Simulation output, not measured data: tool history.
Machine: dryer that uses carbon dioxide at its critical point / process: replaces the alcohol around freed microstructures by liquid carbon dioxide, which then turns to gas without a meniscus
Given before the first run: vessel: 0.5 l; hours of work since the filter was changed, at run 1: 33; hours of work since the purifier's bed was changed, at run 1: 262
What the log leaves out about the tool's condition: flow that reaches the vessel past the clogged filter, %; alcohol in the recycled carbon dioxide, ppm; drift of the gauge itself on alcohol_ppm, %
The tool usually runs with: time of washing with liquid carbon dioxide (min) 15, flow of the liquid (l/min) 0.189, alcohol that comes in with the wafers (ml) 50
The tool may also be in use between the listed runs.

run  hour  time of washing with liquid carbon dioxide (min)  flow of the liquid (l/min)  alcohol that comes in with the wafers (ml)  hours of work since the filter was changed  hours of work since the purifier's bed was changed  alcohol left in the vessel before it's heated (ppm by volume)
  1     0                                                15                       0.189                                          50                                          33                                                 262                                                            380
  2   5.1                                                15                       0.189                                          50                                          36                                                 265                                                            387
  3    11                                                15                       0.189                                          50                                          40                                                 269                                                            403
  4  17.9                                                15                       0.189                                          50                                          44                                                 273                                                            393
  5  29.3                                                15                       0.189                                          50                                          51                                                 280                                                            398
  6  34.5                                                15                       0.189                                          50                                          54                                                 283                                                            397
  7  43.3                                                15                       0.219                                          50                                          59                                                 288                                                            192
  8  51.6                                                15                       0.189                                          50                                          64                                                 293                                                            390
  9  56.6                                                15                       0.189                                          50                                          67                                                 296                                                            406
 10  62.3                                                15                        0.13                                          50                                          71                                                 300                                                           2031
 11  67.7                                                15                        0.13                                          50                                          74                                                 303                                                           2037
 12  76.7                                                15                       0.265                                          50                                          80                                                 308                                                             60
 13  87.6                                                15                       0.189                                          50                                          86                                                 315                                                            399
 14  92.3                                                15                       0.189                                          50                                          89                                                 318                                                            420

Forecast run 15:
 15  102.6                                                15                       0.189                                          50                                          95                                                 324                                                              ?

alcohol left in the vessel before it's heated (ppm by volume): 412
With the hidden condition absent and the run-to-run variation left alone, this run would have shown alcohol left in the vessel before it's heated (ppm by volume) 348.
